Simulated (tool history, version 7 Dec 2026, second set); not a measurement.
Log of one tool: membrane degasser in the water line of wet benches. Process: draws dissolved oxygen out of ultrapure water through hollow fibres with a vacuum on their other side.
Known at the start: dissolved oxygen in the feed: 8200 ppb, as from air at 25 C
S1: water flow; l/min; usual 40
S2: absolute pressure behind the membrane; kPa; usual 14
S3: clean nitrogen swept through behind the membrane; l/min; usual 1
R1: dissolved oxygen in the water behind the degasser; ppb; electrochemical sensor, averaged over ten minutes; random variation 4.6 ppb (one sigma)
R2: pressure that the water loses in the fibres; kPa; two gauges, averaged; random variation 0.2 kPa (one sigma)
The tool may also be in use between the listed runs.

| run | day | S1 | S2 | S3 | R1 | R2 |
|---|---|---|---|---|---|---|
| 1 | 0 | 40 | 14 | 1 | 927.8 | 43.42 |
|  | 4.525 | seals of the vacuum lines changed |
| 2 | 4.525 | 40 | 14 | 1 | 928.9 | 43.18 |
| 3 | 7.925 | 40 | 14 | 1.65 | 674.6 | 43.34 |
| 4 | 13.671 | 40 | 14 | 1.65 | 674 | 43.33 |
| 5 | 19.546 | 40 | 14 | 1.65 | 668.5 | 43.45 |
| 6 | 23.971 | 40 | 14 | 1.65 | 673.2 | 43.36 |
| 7 | 29.196 | 40 | 14 | 1.65 | 671.7 | 43.39 |
| 8 | 33.596 | 40 | 14 | 1 | 923.6 | 43.52 |
| 9 | 38.4 | 40 | 14 | 1 | 920.9 | 43.08 |
| 10 | 42.367 | 40 | 14 | 1 | 911.1 | 43.35 |
| 11 | 45.879 | 40 | 14 | 1 | 923 | 43.61 |
| 12 | 51.317 | 40 | 14 | 1 | 923.4 | 43.46 |
|  | 52.021 | vacuum gauge calibrated |
| 13 | 55.754 | 40 | 25.1 | 1 | 1587 | 43.44 |
| 14 | 62.254 | 40 | 25.1 | 1 | 1592.3 | 43.15 |
| 15 | 66.458 | 40 | 25.1 | 1 | 1578 | 43.23 |
| 16 | 70.058 | 40 | 25.1 | 1 | 1590.2 | 43.42 |
| 17 | 75.942 | 40 | 25.1 | 1 | 1595.5 | 43.31 |
| 18 | 79.438 | 60 | 9.9 | 1.12 | 875.3 | 64.8 |
| 19 | 84.754 | 40 | 27.1 | 1.7 | 1184.9 | 43.12 |
| 20 | 89.508 | 43 | 10 | 1.7 | 515.3 | 46.63 |
| 21 | 93.608 | 28 | 8.7 | 0.63 | 517.9 | 30.36 |
| 22 | 98.5 | 28 | 13.4 | 0.57 | 943.2 | 30.23 |
| 23 | 101.221 | 40 | 16.6 | 1 | 1080.6 | 43.48 |
| 24 | 106.479 | 40 | 16.6 | 1 | 1069 | 43.46 |
| 25 | 111.596 | 33 | 9.6 | 0.88 | 553.4 | 35.93 |
| 26 | 114.675 | 33 | 9.6 | 0.88 | 554.8 | 35.8 |
| 27 | 119.975 | 33 | 9.6 | 0.88 | 553.5 | 36.31 |
| 28 | 125.762 | 40 | 24.2 | 1.12 | 1418.4 | 43.5 |
| 29 | 132.233 | 40 | 11.4 | 0.41 | 1216.3 | 43.29 |
| 30 | 138.221 | 40 | 25.3 | 2.44 | 869.5 | 43.06 |
| 31 | 144.833 | 49 | 11.4 | 1.35 | 754.9 | 53.25 |

4 ways to go on from here, each from the tool as it stands after run 31. What would each give?
| A | 151.221 | 26 | 11.4 | 0.98 | ? | ? |
| B | 151.221 | 29 | 9.2 | 1.23 | ? | ? |
| C | 151.221 | 38 | 30.4 | 0.59 | ? | ? |
| D | 151.221 | 49 | 10 | 0.6 | ? | ? |

| run | R1 | R2 |
|---|---|---|
| A | 494.7 | 28.1 |
| B | 368.7 | 31.6 |
| C | 2445.7 | 41.13 |
| D | 1010.9 | 52.85 |
Without the tool's hidden state the same runs would have given:
| run | R1 | R2 |
|---|---|---|
| A | 504.1 | 28.08 |
| B | 375.6 | 31.58 |
| C | 2493.5 | 41.1 |
| D | 1030.2 | 52.81 |

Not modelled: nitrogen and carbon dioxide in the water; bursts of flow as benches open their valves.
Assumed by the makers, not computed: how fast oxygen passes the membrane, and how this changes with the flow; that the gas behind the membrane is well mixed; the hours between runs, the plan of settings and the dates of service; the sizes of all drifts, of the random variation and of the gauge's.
